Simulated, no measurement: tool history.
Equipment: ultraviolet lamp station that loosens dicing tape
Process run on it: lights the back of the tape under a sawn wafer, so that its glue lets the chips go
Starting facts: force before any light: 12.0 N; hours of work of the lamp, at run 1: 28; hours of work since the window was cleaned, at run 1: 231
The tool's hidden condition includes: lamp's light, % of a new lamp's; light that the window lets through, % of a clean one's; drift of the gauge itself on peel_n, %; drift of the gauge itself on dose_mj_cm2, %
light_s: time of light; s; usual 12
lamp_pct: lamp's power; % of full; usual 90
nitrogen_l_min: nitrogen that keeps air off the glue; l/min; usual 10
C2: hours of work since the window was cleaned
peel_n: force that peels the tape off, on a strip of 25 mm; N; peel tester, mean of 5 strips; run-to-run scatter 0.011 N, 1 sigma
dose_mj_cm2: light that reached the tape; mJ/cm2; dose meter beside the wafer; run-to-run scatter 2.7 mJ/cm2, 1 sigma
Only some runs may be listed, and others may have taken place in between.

run 1 day=0.000 | light_s=12 lamp_pct=90 nitrogen_l_min=10 | hours_of_work_of_the_lamp=28 C2=231 | peel_n=0.603 dose_mj_cm2=330
run 2 day=0.421 | light_s=12 lamp_pct=90 nitrogen_l_min=10 | hours_of_work_of_the_lamp=34 C2=238 | peel_n=0.571 dose_mj_cm2=329
run 3 day=0.988 | light_s=12 lamp_pct=90 nitrogen_l_min=10 | hours_of_work_of_the_lamp=43 C2=247 | peel_n=0.603 dose_mj_cm2=325
run 4 day=1.321 | light_s=12 lamp_pct=90 nitrogen_l_min=10 | hours_of_work_of_the_lamp=49 C2=252 | peel_n=0.607 dose_mj_cm2=322
run 5 day=1.975 | light_s=12 lamp_pct=63 nitrogen_l_min=10 | hours_of_work_of_the_lamp=59 C2=262 | peel_n=1.364 dose_mj_cm2=225
run 6 day=2.279 | light_s=12 lamp_pct=63 nitrogen_l_min=10 | hours_of_work_of_the_lamp=64 C2=267 | peel_n=1.368 dose_mj_cm2=224
run 7 day=2.721 | light_s=12 lamp_pct=90 nitrogen_l_min=10 | hours_of_work_of_the_lamp=71 C2=274 | peel_n=0.639 dose_mj_cm2=319
run 8 day=3.317 | light_s=12 lamp_pct=90 nitrogen_l_min=10 | hours_of_work_of_the_lamp=80 C2=284 | peel_n=0.623 dose_mj_cm2=316
run 9 day=3.746 | light_s=14 lamp_pct=90 nitrogen_l_min=10 | hours_of_work_of_the_lamp=87 C2=290 | peel_n=0.456 dose_mj_cm2=376
run 10 day=4.221 | light_s=12 lamp_pct=90 nitrogen_l_min=10 | hours_of_work_of_the_lamp=95 C2=298 | peel_n=0.650 dose_mj_cm2=316
run 11 day=4.875 | light_s=12 lamp_pct=90 nitrogen_l_min=10 | hours_of_work_of_the_lamp=105 C2=308 | peel_n=0.657 dose_mj_cm2=310
run 12 day=5.546 | light_s=12 lamp_pct=90 nitrogen_l_min=10 | hours_of_work_of_the_lamp=116 C2=319 | peel_n=0.669 dose_mj_cm2=317
run 13 day=5.900 | light_s=12 lamp_pct=90 nitrogen_l_min=10 | hours_of_work_of_the_lamp=121 C2=324 | peel_n=0.678 dose_mj_cm2=311
run 14 day=6.308 | light_s=12 lamp_pct=73 nitrogen_l_min=10 | hours_of_work_of_the_lamp=128 C2=331 | peel_n=1.099 dose_mj_cm2=250
run 15 day=6.692 | light_s=12 lamp_pct=90 nitrogen_l_min=10 | hours_of_work_of_the_lamp=134 C2=337 | peel_n=0.676 dose_mj_cm2=313

Forecast run 16:
run 16 day=7.375 | light_s=7 lamp_pct=68 nitrogen_l_min=10 | hours_of_work_of_the_lamp=145 C2=348 | peel_n=? dose_mj_cm2=?

Run 16 gave peel_n 3.086 N, dose_mj_cm2 130 mJ/cm2.
Minus the tool's unlogged condition, the same run would have read peel_n 2.533 N, dose_mj_cm2 150 mJ/cm2.

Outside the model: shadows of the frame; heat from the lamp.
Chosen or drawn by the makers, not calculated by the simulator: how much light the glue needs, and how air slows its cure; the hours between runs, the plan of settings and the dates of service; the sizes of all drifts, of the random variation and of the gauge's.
